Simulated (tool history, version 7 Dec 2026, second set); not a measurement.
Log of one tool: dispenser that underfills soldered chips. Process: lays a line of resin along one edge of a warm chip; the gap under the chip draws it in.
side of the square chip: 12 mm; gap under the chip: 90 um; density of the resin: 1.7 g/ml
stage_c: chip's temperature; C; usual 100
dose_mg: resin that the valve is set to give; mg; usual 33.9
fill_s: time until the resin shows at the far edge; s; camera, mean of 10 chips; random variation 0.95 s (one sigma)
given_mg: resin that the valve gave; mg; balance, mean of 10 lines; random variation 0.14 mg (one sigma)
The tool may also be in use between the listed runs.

run   hour  stage_c  dose_mg  fill_s  given_mg
  1      0      100     33.9   117.4     32.98
       4.3  -- new syringe of resin
  2    4.3      111     33.9    68.6     32.77
       5.9  -- dispensing valve cleaned and set on the balance
  3   11.2      100     33.9   129.6     33.71
      13.5  -- new syringe of resin
  4   16.6      100     33.9   111.1     33.72
      21.8  -- new syringe of resin
  5   22.1      100     33.9      95     33.36
      30.1  -- new syringe of resin
  6   31.4      100     33.9   100.9     33.24
      38.3  -- new syringe of resin
  7     41      100     33.9   109.3        33
  8   45.2      100     33.9   137.1     33.08
      46.4  -- new syringe of resin
  9   53.8      100     33.9   144.2     32.71
      54.9  -- new syringe of resin
      62.6  -- dispensing valve cleaned and set on the balance
 10   63.1      100     33.9   142.9     33.87
      64.6  -- new syringe of resin
 11   68.8      100     33.9   120.9     33.61
      72.8  -- new syringe of resin
 12   73.2      100     41.4    92.2     41.24
 13   78.5      100     41.4   126.5     40.72
      80.8  -- new syringe of resin
 14   84.6      100     33.9   121.1     33.78
      89.1  -- new syringe of resin
 15     93      100     33.9   116.1     33.19
      97.1  -- new syringe of resin
 16   97.2      100     33.9    94.7     33.04
 17  101.6      100     33.9   121.9     33.09
     105.4  -- new syringe of resin
 18  110.1      100     35.3   124.2     34.28
     113.6  -- new syringe of resin
 19  115.4      100     35.3   103.3      34.4
     120.2  -- dispensing valve cleaned and set on the balance
     122.5  -- new syringe of resin
 20  124.8      100     35.3   105.8     35.21
     130.8  -- new syringe of resin
 21  132.3      100     35.3     102     35.14
 22  137.9       86     31.3   210.4     31.03
     138.7  -- new syringe of resin
 23  145.2       98     30.2   150.5     29.72

Run 24 comes next. What will it give?
     146.6  -- new syringe of resin
 24  149.6       94     31.8       ?         ?

{"run 24": {"fill_s": 135.4, "given_mg": 31.17}}
Without the tool's hidden state the same run would have given fill_s 107.2 s, given_mg 31.71 mg.
